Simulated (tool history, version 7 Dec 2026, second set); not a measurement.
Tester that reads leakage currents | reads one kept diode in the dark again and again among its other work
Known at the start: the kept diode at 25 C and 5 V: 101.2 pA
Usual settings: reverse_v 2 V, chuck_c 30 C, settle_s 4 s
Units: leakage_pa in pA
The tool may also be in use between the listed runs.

| run | hour | reverse_v | chuck_c | settle_s | leakage_pa |
|---|---|---|---|---|---|
| 1 | 0 | 2 | 30 | 4 | 108.59 |
| 2 | 160.6 | 2 | 30 | 4 | 107.98 |
|  | 191.5 | tester calibrated |
| 3 | 259.3 | 2 | 30 | 4 | 106.29 |
| 4 | 346.3 | 2 | 30 | 4 | 106.38 |
| 5 | 451.2 | 5.61 | 30 | 4 | 147.08 |
| 6 | 645.5 | 2 | 30 | 6.07 | 104.68 |
|  | 749.7 | chuck's temperature calibrated |
| 7 | 774 | 2 | 30 | 6.07 | 119.99 |
| 8 | 886.2 | 2 | 30 | 6.07 | 119.02 |
| 9 | 994.9 | 2 | 30 | 6.07 | 118.15 |
| 10 | 1198.4 | 2 | 30 | 6.07 | 117.66 |
| 11 | 1281.9 | 2 | 30 | 6.07 | 117.13 |
| 12 | 1396.8 | 2 | 30 | 6.07 | 117.1 |
| 13 | 1493.9 | 2 | 30 | 6.07 | 116.25 |
| 14 | 1657.9 | 2 | 30 | 6.07 | 116.18 |
|  | 1704.7 | probe card cleaned and baked |
| 15 | 1755.9 | 2 | 30 | 4 | 113.51 |
| 16 | 1922 | 2 | 30 | 4 | 113.73 |
| 17 | 2082.9 | 2 | 30 | 4 | 112.27 |
| 18 | 2240.1 | 2 | 30 | 4 | 111.87 |
| 19 | 2414.3 | 2 | 30 | 4 | 110.99 |
| 20 | 2518.2 | 2 | 30 | 4 | 110.45 |
| 21 | 2640.1 | 2 | 30 | 4 | 110.69 |
| 22 | 2780.1 | 2 | 30 | 4 | 109.02 |
| 23 | 2909 | 2 | 30 | 2.03 | 109.12 |
| 24 | 3023.7 | 2.37 | 53 | 1.23 | 696.85 |
| 25 | 3157.1 | 2.09 | 60 | 4.09 | 1103.61 |
| 26 | 3261.2 | 2.79 | 43 | 2.33 | 342.18 |
| 27 | 3392.3 | 8.07 | 43 | 0.44 | 478.27 |
| 28 | 3593.6 | 5.53 | 48 | 0.56 | 617.42 |
| 29 | 3723.5 | 1.33 | 30 | 9.3 | 93.64 |
| 30 | 3918.2 | 2 | 21 | 1.3 | 48.35 |
| 31 | 4002.3 | 2 | 21 | 1.3 | 48.51 |
| 32 | 4134.1 | 2 | 34 | 4.17 | 146.2 |
| 33 | 4222.6 | 10.2 | 30 | 2.31 | 174.72 |
| 34 | 4308.6 | 2 | 38 | 3.3 | 201.55 |
| 35 | 4482.3 | 1.45 | 30 | 0.44 | 94.15 |
|  | 4638.5 | chuck's temperature calibrated |
| 36 | 4665.7 | 17.26 | 52 | 4.61 | 1297.83 |
| 37 | 4827.4 | 2 | 25 | 4 | 77.82 |
| 38 | 4952.9 | 2 | 23 | 2.16 | 65.08 |

Forecast each of these 5 alternatives for the next run:
| A | 5136 | 8.12 | 21 | 0.54 | ? |
| B | 5136 | 16.59 | 49 | 2.76 | ? |
| C | 5136 | 2 | 25 | 0.65 | ? |
| D | 5136 | 2 | 23 | 0.38 | ? |
| E | 5136 | 1.62 | 23 | 0.35 | ? |

| run | leakage_pa |
|---|---|
| A | 90.04 |
| B | 1019.51 |
| C | 77.62 |
| D | 66.33 |
| E | 62.13 |
Without the tool's hidden state the same runs would have given:
| run | leakage_pa |
|---|---|
| A | 87.08 |
| B | 1015.42 |
| C | 77.22 |
| D | 65.86 |
| E | 61.8 |

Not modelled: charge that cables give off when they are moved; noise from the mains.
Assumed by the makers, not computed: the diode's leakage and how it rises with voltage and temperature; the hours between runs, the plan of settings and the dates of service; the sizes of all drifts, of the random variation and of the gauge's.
